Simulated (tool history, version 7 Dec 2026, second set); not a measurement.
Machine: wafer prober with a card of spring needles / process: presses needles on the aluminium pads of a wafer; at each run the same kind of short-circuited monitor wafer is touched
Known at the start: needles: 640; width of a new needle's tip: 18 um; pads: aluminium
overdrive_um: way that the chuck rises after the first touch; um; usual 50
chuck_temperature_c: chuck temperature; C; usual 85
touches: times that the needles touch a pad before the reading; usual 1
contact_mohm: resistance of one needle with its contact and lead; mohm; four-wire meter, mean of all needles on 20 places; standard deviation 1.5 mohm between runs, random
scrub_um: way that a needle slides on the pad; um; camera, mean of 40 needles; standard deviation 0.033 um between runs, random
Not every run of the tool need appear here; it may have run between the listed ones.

{"run": 1, "hour": 0.0, "overdrive_um": 50, "chuck_temperature_c": 85, "touches": 1, "contact_mohm": 254, "scrub_um": 10.61}
{"hour": 5.0, "done": "tips cleaned on abrasive film"}
{"hour": 24.8, "done": "tips cleaned on abrasive film"}
{"hour": 47.2, "done": "tips cleaned on abrasive film"}
{"hour": 69.7, "done": "tips cleaned on abrasive film"}
{"run": 2, "hour": 72.7, "overdrive_um": 50, "chuck_temperature_c": 85, "touches": 1, "contact_mohm": 186, "scrub_um": 10.55}
{"hour": 92.6, "done": "tips cleaned on abrasive film"}
{"hour": 114.4, "done": "tips cleaned on abrasive film"}
{"hour": 137.5, "done": "tips cleaned on abrasive film"}
{"run": 3, "hour": 140.5, "overdrive_um": 50, "chuck_temperature_c": 85, "touches": 1, "contact_mohm": 188, "scrub_um": 10.48}
{"hour": 158.6, "done": "tips cleaned on abrasive film"}
{"run": 4, "hour": 172.5, "overdrive_um": 50, "chuck_temperature_c": 85, "touches": 1, "contact_mohm": 254, "scrub_um": 10.47}
{"hour": 182.4, "done": "tips cleaned on abrasive film"}
{"hour": 205.9, "done": "tips cleaned on abrasive film"}
{"hour": 227.6, "done": "tips cleaned on abrasive film"}
{"run": 5, "hour": 236.6, "overdrive_um": 50, "chuck_temperature_c": 85, "touches": 1, "contact_mohm": 234, "scrub_um": 10.5}
{"hour": 249.9, "done": "tips cleaned on abrasive film"}
{"hour": 271.2, "done": "tips cleaned on abrasive film"}
{"hour": 291.8, "done": "tips cleaned on abrasive film"}
{"run": 6, "hour": 291.8, "overdrive_um": 50, "chuck_temperature_c": 85, "touches": 1, "contact_mohm": 160, "scrub_um": 10.35}
{"hour": 314.3, "done": "tips cleaned on abrasive film"}
{"hour": 334.3, "done": "tips cleaned on abrasive film"}
{"run": 7, "hour": 334.3, "overdrive_um": 50, "chuck_temperature_c": 85, "touches": 1, "contact_mohm": 152, "scrub_um": 10.37}
{"hour": 355.2, "done": "tips cleaned on abrasive film"}
{"run": 8, "hour": 370.6, "overdrive_um": 50, "chuck_temperature_c": 86, "touches": 1, "contact_mohm": 263, "scrub_um": 10.3}
{"hour": 379.8, "done": "tips cleaned on abrasive film"}
{"hour": 402.3, "done": "tips cleaned on abrasive film"}
{"hour": 423.7, "done": "tips cleaned on abrasive film"}
{"run": 9, "hour": 423.7, "overdrive_um": 50, "chuck_temperature_c": 86, "touches": 1, "contact_mohm": 155, "scrub_um": 10.26}
{"hour": 447.8, "done": "tips cleaned on abrasive film"}
{"run": 10, "hour": 462.5, "overdrive_um": 50, "chuck_temperature_c": 86, "touches": 1, "contact_mohm": 271, "scrub_um": 10.27}
{"hour": 471.0, "done": "tips cleaned on abrasive film"}
{"hour": 492.4, "done": "tips cleaned on abrasive film"}
{"run": 11, "hour": 506.0, "overdrive_um": 50, "chuck_temperature_c": 85, "touches": 1, "contact_mohm": 271, "scrub_um": 10.24}
{"hour": 514.4, "done": "tips cleaned on abrasive film"}
{"hour": 535.0, "done": "tips cleaned on abrasive film"}
{"hour": 555.3, "done": "tips cleaned on abrasive film"}
{"run": 12, "hour": 561.7, "overdrive_um": 50, "chuck_temperature_c": 85, "touches": 1, "contact_mohm": 225, "scrub_um": 10.08}
{"hour": 579.0, "done": "tips cleaned on abrasive film"}
{"hour": 583.0, "done": "height of the first contact set anew"}
{"hour": 602.1, "done": "tips cleaned on abrasive film"}
{"run": 13, "hour": 620.9, "overdrive_um": 50, "chuck_temperature_c": 33, "touches": 1, "contact_mohm": 304, "scrub_um": 9.91}
{"hour": 624.4, "done": "tips cleaned on abrasive film"}
{"hour": 647.7, "done": "tips cleaned on abrasive film"}
{"hour": 669.1, "done": "tips cleaned on abrasive film"}
{"run": 14, "hour": 669.1, "overdrive_um": 50, "chuck_temperature_c": 85, "touches": 2, "contact_mohm": 154, "scrub_um": 9.84}
{"hour": 690.6, "done": "tips cleaned on abrasive film"}
{"hour": 712.9, "done": "tips cleaned on abrasive film"}
{"hour": 737.1, "done": "tips cleaned on abrasive film"}
{"run": 15, "hour": 738.0, "overdrive_um": 53, "chuck_temperature_c": 34, "touches": 2, "contact_mohm": 147, "scrub_um": 10.42}
{"hour": 757.0, "done": "tips cleaned on abrasive film"}
{"hour": 778.3, "done": "tips cleaned on abrasive film"}
{"hour": 800.2, "done": "tips cleaned on abrasive film"}
{"run": 16, "hour": 809.3, "overdrive_um": 53, "chuck_temperature_c": 37, "touches": 2, "contact_mohm": 202, "scrub_um": 10.34}
{"hour": 822.3, "done": "tips cleaned on abrasive film"}
{"hour": 844.1, "done": "tips cleaned on abrasive film"}
{"hour": 866.1, "done": "tips cleaned on abrasive film"}
{"run": 17, "hour": 867.4, "overdrive_um": 66, "chuck_temperature_c": 39, "touches": 2, "contact_mohm": 141, "scrub_um": 13.11}
{"hour": 887.1, "done": "tips cleaned on abrasive film"}
{"hour": 910.3, "done": "tips cleaned on abrasive film"}
{"hour": 923.7, "done": "height of the first contact set anew, once more"}
{"hour": 932.8, "done": "tips cleaned on abrasive film"}
{"run": 18, "hour": 937.2, "overdrive_um": 66, "chuck_temperature_c": 39, "touches": 2, "contact_mohm": 149, "scrub_um": 14.03}
{"hour": 955.7, "done": "tips cleaned on abrasive film"}
{"hour": 976.2, "done": "tips cleaned on abrasive film"}
{"hour": 998.4, "done": "tips cleaned on abrasive film"}
{"run": 19, "hour": 999.1, "overdrive_um": 50, "chuck_temperature_c": 85, "touches": 2, "contact_mohm": 158, "scrub_um": 10.55}
{"hour": 1019.3, "done": "tips cleaned on abrasive film"}
{"run": 20, "hour": 1033.8, "overdrive_um": 50, "chuck_temperature_c": 65, "touches": 2, "contact_mohm": 220, "scrub_um": 10.54}
{"hour": 1041.9, "done": "tips cleaned on abrasive film"}
{"hour": 1063.8, "done": "tips cleaned on abrasive film"}
{"hour": 1085.0, "done": "tips cleaned on abrasive film"}
{"run": 21, "hour": 1086.2, "overdrive_um": 50, "chuck_temperature_c": 53, "touches": 2, "contact_mohm": 161, "scrub_um": 10.43}
{"hour": 1107.8, "done": "tips cleaned on abrasive film"}
{"run": 22, "hour": 1125.3, "overdrive_um": 50, "chuck_temperature_c": 58, "touches": 1, "contact_mohm": 285, "scrub_um": 10.43}
{"hour": 1130.3, "done": "tips cleaned on abrasive film"}
{"hour": 1150.1, "done": "tips cleaned on abrasive film"}
{"hour": 1171.5, "done": "tips cleaned on abrasive film"}
{"run": 23, "hour": 1184.2, "overdrive_um": 57, "chuck_temperature_c": 85, "touches": 1, "contact_mohm": 236, "scrub_um": 11.92}
{"hour": 1193.5, "done": "tips cleaned on abrasive film"}
{"hour": 1215.5, "done": "tips cleaned on abrasive film"}
{"run": 24, "hour": 1234.0, "overdrive_um": 36, "chuck_temperature_c": 85, "touches": 1, "contact_mohm": 429, "scrub_um": 7.34}
{"hour": 1239.0, "done": "tips cleaned on abrasive film"}
{"hour": 1260.6, "done": "tips cleaned on abrasive film"}
{"run": 25, "hour": 1276.8, "overdrive_um": 34, "chuck_temperature_c": 51, "touches": 1, "contact_mohm": 472, "scrub_um": 6.92}
{"hour": 1281.3, "done": "tips cleaned on abrasive film"}
{"hour": 1302.8, "done": "tips cleaned on abrasive film"}
{"hour": 1325.1, "done": "tips cleaned on abrasive film"}
{"run": 26, "hour": 1343.3, "overdrive_um": 68, "chuck_temperature_c": 51, "touches": 3, "contact_mohm": 164, "scrub_um": 14.08}
{"hour": 1348.3, "done": "tips cleaned on abrasive film"}
{"hour": 1370.0, "done": "tips cleaned on abrasive film"}
{"run": 27, "hour": 1384.8, "overdrive_um": 51, "chuck_temperature_c": 56, "touches": 2, "contact_mohm": 224, "scrub_um": 10.45}
{"hour": 1394.1, "done": "tips cleaned on abrasive film"}
{"hour": 1416.1, "done": "tips cleaned on abrasive film"}
{"run": 28, "hour": 1416.1, "overdrive_um": 47, "chuck_temperature_c": 81, "touches": 1, "contact_mohm": 162, "scrub_um": 9.57}

Predict each of these 3 candidate next runs independently; none follows another, all start after run 28:
{"hour": 1439.5, "done": "tips cleaned on abrasive film"}
{"hour": 1460.5, "done": "tips cleaned on abrasive film"}
{"hour": 1481.7, "done": "tips cleaned on abrasive film"}
{"run": "A", "hour": 1486.3, "overdrive_um": 45, "chuck_temperature_c": 32, "touches": 3, "contact_mohm": "?", "scrub_um": "?"}
{"hour": 1439.5, "done": "tips cleaned on abrasive film"}
{"hour": 1460.5, "done": "tips cleaned on abrasive film"}
{"hour": 1481.7, "done": "tips cleaned on abrasive film"}
{"run": "B", "hour": 1486.3, "overdrive_um": 35, "chuck_temperature_c": 42, "touches": 1, "contact_mohm": "?", "scrub_um": "?"}
{"hour": 1439.5, "done": "tips cleaned on abrasive film"}
{"hour": 1460.5, "done": "tips cleaned on abrasive film"}
{"hour": 1481.7, "done": "tips cleaned on abrasive film"}
{"run": "C", "hour": 1486.3, "overdrive_um": 63, "chuck_temperature_c": 60, "touches": 2, "contact_mohm": "?", "scrub_um": "?"}

run=A contact_mohm=171 scrub_um=9.07
run=B contact_mohm=294 scrub_um=6.92
run=C contact_mohm=163 scrub_um=12.86
Had the tool no hidden state, the same runs would have come out as:
run=A contact_mohm=132 scrub_um=9.56
run=B contact_mohm=144 scrub_um=7.41
run=C contact_mohm=132 scrub_um=13.35

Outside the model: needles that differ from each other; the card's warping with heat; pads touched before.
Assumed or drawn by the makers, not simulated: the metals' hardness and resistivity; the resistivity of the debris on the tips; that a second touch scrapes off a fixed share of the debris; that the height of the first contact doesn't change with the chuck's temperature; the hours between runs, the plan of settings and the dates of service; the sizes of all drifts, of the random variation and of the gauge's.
